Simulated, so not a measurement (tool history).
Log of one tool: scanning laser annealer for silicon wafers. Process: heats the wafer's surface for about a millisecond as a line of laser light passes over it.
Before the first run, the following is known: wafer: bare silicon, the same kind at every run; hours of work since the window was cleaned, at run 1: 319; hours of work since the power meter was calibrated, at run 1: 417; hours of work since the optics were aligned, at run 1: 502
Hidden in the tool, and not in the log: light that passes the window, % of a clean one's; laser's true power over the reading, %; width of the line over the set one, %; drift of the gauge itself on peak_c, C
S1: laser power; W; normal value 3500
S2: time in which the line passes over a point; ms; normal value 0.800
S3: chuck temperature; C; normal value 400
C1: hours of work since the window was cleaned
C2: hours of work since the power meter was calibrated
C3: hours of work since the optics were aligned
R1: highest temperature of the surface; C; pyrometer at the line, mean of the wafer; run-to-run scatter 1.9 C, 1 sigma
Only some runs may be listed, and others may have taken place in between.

run 1 hour=0.0 | S1=3500 S2=0.800 S3=400 | C1=319 C2=417 C3=502 | R1=1111
run 2 hour=14.5 | S1=3500 S2=0.800 S3=400 | C1=330 C2=428 C3=513 | R1=1110
run 3 hour=21.8 | S1=3687 S2=0.800 S3=400 | C1=336 C2=434 C3=519 | R1=1155
run 4 hour=28.9 | S1=3687 S2=0.800 S3=400 | C1=342 C2=439 C3=525 | R1=1153
run 5 hour=44.1 | S1=3687 S2=0.800 S3=400 | C1=353 C2=451 C3=536 | R1=1147
-- hour=48.3 laser's power meter calibrated
run 6 hour=59.9 | S1=3687 S2=0.800 S3=400 | C1=363 C2=9 C3=546 | R1=1151
run 7 hour=74.3 | S1=3848 S2=0.714 S3=400 | C1=375 C2=20 C3=558 | R1=1149
-- hour=87.2 laser's power meter calibrated, once more
run 8 hour=88.0 | S1=3482 S2=0.893 S3=374 | C1=383 C2=1 C3=566 | R1=1109
run 9 hour=94.3 | S1=3522 S2=0.850 S3=413 | C1=388 C2=6 C3=571 | R1=1142
run 10 hour=101.4 | S1=3522 S2=0.850 S3=413 | C1=393 C2=11 C3=576 | R1=1142
run 11 hour=109.6 | S1=3045 S2=0.800 S3=409 | C1=400 C2=17 C3=583 | R1=1008

Here are 5 independent what-if runs from the current tool condition. What would each one return?
run A hour=123.7 | S1=3500 S2=0.788 S3=376 | C1=411 C2=28 C3=594 | R1=?
run B hour=123.7 | S1=3267 S2=0.937 S3=386 | C1=411 C2=28 C3=594 | R1=?
run C hour=123.7 | S1=3722 S2=0.836 S3=393 | C1=411 C2=28 C3=594 | R1=?
run D hour=123.7 | S1=3259 S2=0.826 S3=421 | C1=411 C2=28 C3=594 | R1=?
run E hour=123.7 | S1=3361 S2=0.890 S3=423 | C1=411 C2=28 C3=594 | R1=?

run=A R1=1075
run=B R1=1082
run=C R1=1165
run=D R1=1077
run=E R1=1126
Without the tool's unlogged condition, the same runs would have read:
run=A R1=1112
run=B R1=1119
run=C R1=1205
run=D R1=1112
run=E R1=1163

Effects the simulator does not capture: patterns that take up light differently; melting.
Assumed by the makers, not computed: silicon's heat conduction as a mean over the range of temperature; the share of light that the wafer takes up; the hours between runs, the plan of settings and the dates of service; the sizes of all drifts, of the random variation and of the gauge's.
